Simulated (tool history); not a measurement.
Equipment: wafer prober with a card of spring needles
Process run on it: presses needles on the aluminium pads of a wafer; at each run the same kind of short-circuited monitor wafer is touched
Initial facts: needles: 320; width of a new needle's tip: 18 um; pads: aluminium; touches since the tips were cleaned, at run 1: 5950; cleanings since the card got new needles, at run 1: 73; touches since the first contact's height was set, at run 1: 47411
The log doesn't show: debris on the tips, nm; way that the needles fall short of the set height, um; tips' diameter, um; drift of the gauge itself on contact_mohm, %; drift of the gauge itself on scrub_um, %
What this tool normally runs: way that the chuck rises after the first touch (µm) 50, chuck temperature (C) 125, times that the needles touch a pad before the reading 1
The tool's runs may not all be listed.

run,hour,way that the chuck rises after the first touch (µm),chuck temperature (C),times that the needles touch a pad before the reading,touches since the tips were cleaned,cleanings since the card got new needles,touches since the first contact's height was set,resistance of one needle with its contact and lead (mohm),way that a needle slides on the pad (µm)
1,0.0,50,125,1,5950,73,47411,355,7.72
# hour 5.3: tips cleaned on abrasive film
# hour 31.4: tips cleaned on abrasive film
2,37.5,50,125,1,1706,75,57890,292,7.57
# hour 57.7: tips cleaned on abrasive film
3,67.1,50,125,1,2635,76,66172,308,7.67
# hour 84.6: tips cleaned on abrasive film
# hour 108.6: tips cleaned on abrasive film
4,125.8,50,125,1,4823,78,82600,340,7.66
# hour 133.3: tips cleaned on abrasive film
# hour 159.6: tips cleaned on abrasive film
5,166.1,50,125,1,1808,80,93856,288,7.65
# hour 187.1: tips cleaned on abrasive film
# hour 212.8: tips cleaned on abrasive film
6,212.8,50,125,1,0,82,106910,230,7.57
# hour 238.5: tips cleaned on abrasive film
# hour 267.1: tips cleaned on abrasive film
7,270.7,50,125,1,998,84,123116,267,7.59
# hour 291.4: tips cleaned on abrasive film
# hour 315.2: tips cleaned on abrasive film
8,327.6,50,125,1,3484,86,139039,330,7.49
# hour 339.9: tips cleaned on abrasive film
# hour 364.1: tips cleaned on abrasive film
9,372.2,50,125,1,2277,88,151522,304,7.44
# hour 390.3: tips cleaned on abrasive film
10,396.0,50,125,1,1601,89,158171,290,7.41
# hour 416.3: tips cleaned on abrasive film
# hour 441.6: tips cleaned on abrasive film
11,448.0,50,125,1,1788,91,172714,302,7.33
# hour 468.0: tips cleaned on abrasive film
12,486.9,50,37,1,5302,92,183628,373,7.56
# hour 495.8: tips cleaned on abrasive film
13,516.5,50,37,1,5799,93,191892,373,7.46
# hour 521.9: tips cleaned on abrasive film
# hour 546.1: tips cleaned on abrasive film
14,569.1,50,37,1,6462,95,206622,384,7.51
# hour 573.5: tips cleaned on abrasive film
# hour 598.2: tips cleaned on abrasive film
15,601.2,41,125,3,857,97,215591,263,5.90
# hour 626.5: tips cleaned on abrasive film
# hour 650.5: tips cleaned on abrasive film
16,653.0,47,117,1,700,99,230071,288,6.77
# hour 675.2: tips cleaned on abrasive film
17,678.0,55,65,3,775,100,237057,223,8.14
# hour 699.5: tips cleaned on abrasive film
# hour 704.3: height of the first contact set anew
# hour 725.2: tips cleaned on abrasive film
18,734.1,55,65,3,2498,102,8358,232,8.56
# hour 751.3: tips cleaned on abrasive film
# hour 779.4: tips cleaned on abrasive film
19,779.5,62,48,1,44,104,21053,202,9.68
# hour 803.6: tips cleaned on abrasive film
20,807.7,50,48,1,1161,105,28945,256,7.68
# hour 832.3: tips cleaned on abrasive film
21,844.1,57,120,1,3301,106,39123,300,8.97
# hour 857.3: tips cleaned on abrasive film
22,868.0,57,120,1,3024,107,45824,299,8.69
# hour 883.6: tips cleaned on abrasive film
23,897.2,38,52,2,3817,108,53975,350,5.83

Run 24 is up next; what results do you expect?
# hour 911.5: tips cleaned on abrasive film
# hour 936.4: tips cleaned on abrasive film
24,936.9,38,52,2,164,110,65093,?,?

Run 24 yielded resistance of one needle with its contact and lead (mohm) 254, way that a needle slides on the pad (µm) 5.72.
Were there no unlogged condition in the tool, this run, its random variation unchanged, would have produced resistance of one needle with its contact and lead (mohm) 213, way that a needle slides on the pad (µm) 5.87.
